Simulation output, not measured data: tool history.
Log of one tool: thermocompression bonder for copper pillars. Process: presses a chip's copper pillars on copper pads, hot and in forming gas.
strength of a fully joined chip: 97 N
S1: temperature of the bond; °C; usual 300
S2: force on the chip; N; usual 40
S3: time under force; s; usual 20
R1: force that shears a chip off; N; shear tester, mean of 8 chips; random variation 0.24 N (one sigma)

run,day,S1,S2,S3,R1
1,0.000,300,40,20,39.0
2,1.367,300,40,20,39.0
# day 1.508: forming gas filter changed
3,2.771,300,40,20,44.0
4,5.404,300,40,20,43.4
5,7.121,300,40,20,43.3
6,9.358,300,40,20,43.1
7,12.233,300,40,20,42.7
8,14.142,300,40,20,42.0
9,16.358,300,40,20,42.1
10,17.938,300,40,20,41.4
11,20.158,300,40,15,37.3
12,22.017,300,40,15,37.1
13,24.204,300,40,15,36.7
14,25.762,324,40,15,44.6
15,26.971,324,40,15,44.6
# day 27.542: forming gas filter changed
16,29.288,327,40,15,50.5
17,30.504,300,39,20,43.6
18,32.046,277,40,20,35.4
19,34.812,277,40,20,35.2
20,36.262,277,40,20,35.2
21,38.342,310,40,41,59.3
22,41.088,296,40,15,37.3
23,42.717,296,40,15,37.0
24,44.221,296,40,15,36.8
25,46.379,299,40,56,58.2
26,48.296,309,29,30,42.4
27,50.396,318,34,55,59.1
# day 52.046: heater calibrated with a thermocouple chip
28,52.162,318,34,55,55.6
# day 53.783: forming gas filter changed
29,54.708,318,34,55,60.9
30,56.458,300,25,20,29.5
31,58.212,300,25,20,29.3
32,59.829,296,30,15,28.8
33,62.525,300,59,20,52.1
34,64.208,284,33,17,28.3

Forecast run 35:
# day 65.171: force cell calibrated
35,67.175,300,54,19,?

R1: 50.9 N
Without the tool's hidden state the same run would have given R1 52.8 N.

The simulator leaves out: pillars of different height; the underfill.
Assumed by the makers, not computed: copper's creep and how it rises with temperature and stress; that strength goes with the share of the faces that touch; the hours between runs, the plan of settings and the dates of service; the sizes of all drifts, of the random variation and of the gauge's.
